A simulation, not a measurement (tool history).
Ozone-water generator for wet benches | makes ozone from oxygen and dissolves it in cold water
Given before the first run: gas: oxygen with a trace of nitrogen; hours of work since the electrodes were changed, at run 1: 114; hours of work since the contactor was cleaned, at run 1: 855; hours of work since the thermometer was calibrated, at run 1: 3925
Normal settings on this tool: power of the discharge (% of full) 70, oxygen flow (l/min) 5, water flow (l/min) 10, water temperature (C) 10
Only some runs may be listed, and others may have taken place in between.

run	hour	power of the discharge (% of full)	oxygen flow (l/min)	water flow (l/min)	water temperature (C)	hours of work since the electrodes were changed	hours of work since the contactor was cleaned	hours of work since the thermometer was calibrated	dissolved ozone (ppm)	ozone in the gas ahead of the water (g/m3)
1	0	70	5	10	10	114	855	3925	31	172.2
2	139.5	70	5	10	10	253	994	4064	30.9	173.3
3	275.3	70	5	10	10	389	1130	4200	30.9	172.3
4	410.2	70	7.34	10	10	524	1265	4334	28.1	133
5	577.1	70	7.34	10	10	690	1431	4501	27.7	132.3
6	684.5	70	7.34	10	10	798	1539	4608	27.9	132.8
7	762.7	91	5	10	10	876	1617	4687	37.2	204.7
8	849.9	91	5	10	10	963	1704	4774	37.1	205.2
9	1037.5	70	3.69	10	10	1150	1891	4961	33.1	210.8
10	1162.1	70	3.69	10	10	1275	2016	5086	32.9	211.1
11	1292.7	70	5	15	10	1405	2146	5216	23.7	170.8
12	1469.8	70	5	15	10	1582	2323	5393	24	171.8
# hour 1502.3: water thermometer calibrated
13	1636.3	70	5	15	10	1748	2489	134	23.4	170.3
14	1780.6	59	2.76	15	10	1892	2633	278	21.6	226.3
15	1937.3	59	2.76	15	10	2049	2790	435	21.9	227.8
16	2112.5	64	5	7	8	2224	2965	610	36.9	158.9
17	2201.4	64	5	7	8	2313	3054	698	37.1	158.6
18	2325.7	64	5	7	8	2437	3178	823	37.1	161
19	2441.3	64	5	9	8	2552	3293	938	32.3	158.2
20	2562.3	64	9	15	10	2673	3414	1059	19.6	106
21	2681.4	70	3.33	8	7	2792	3533	1178	40.4	224.5
22	2780.5	96	3.25	16	10	2891	3632	1277	29.1	284.4
23	2921	73	4.79	11	13	3032	3773	1417	29.3	179.1
24	3109.6	73	4.79	11	13	3220	3961	1606	29	179.2

The same runs without the tool's hidden state, with the same run-to-run variation:
Unlogged tool condition in this case: yield of the discharge, % of new electrodes'; contactor's efficiency, % of a clean one's; true water temperature over the reading, C; drift of the gauge itself on ozone_ppm, %; drift of the gauge itself on gas_g_m3, %.
run	ozone in the gas ahead of the water (g/m3)
1	172.2
2	173.5
3	172.7
4	133.4
5	133
6	133.6
7	206.1
8	206.7
9	212.8
10	213.3
11	172.8
12	174.1
13	172.8
14	229.9
15	231.8
16	162
17	161.8
18	164.4
19	161.8
20	108.5
21	230
22	291.8
23	184
24	184.3
For dissolved ozone (ppm), the value without the hidden state is never more than 0.1 from the measured value.
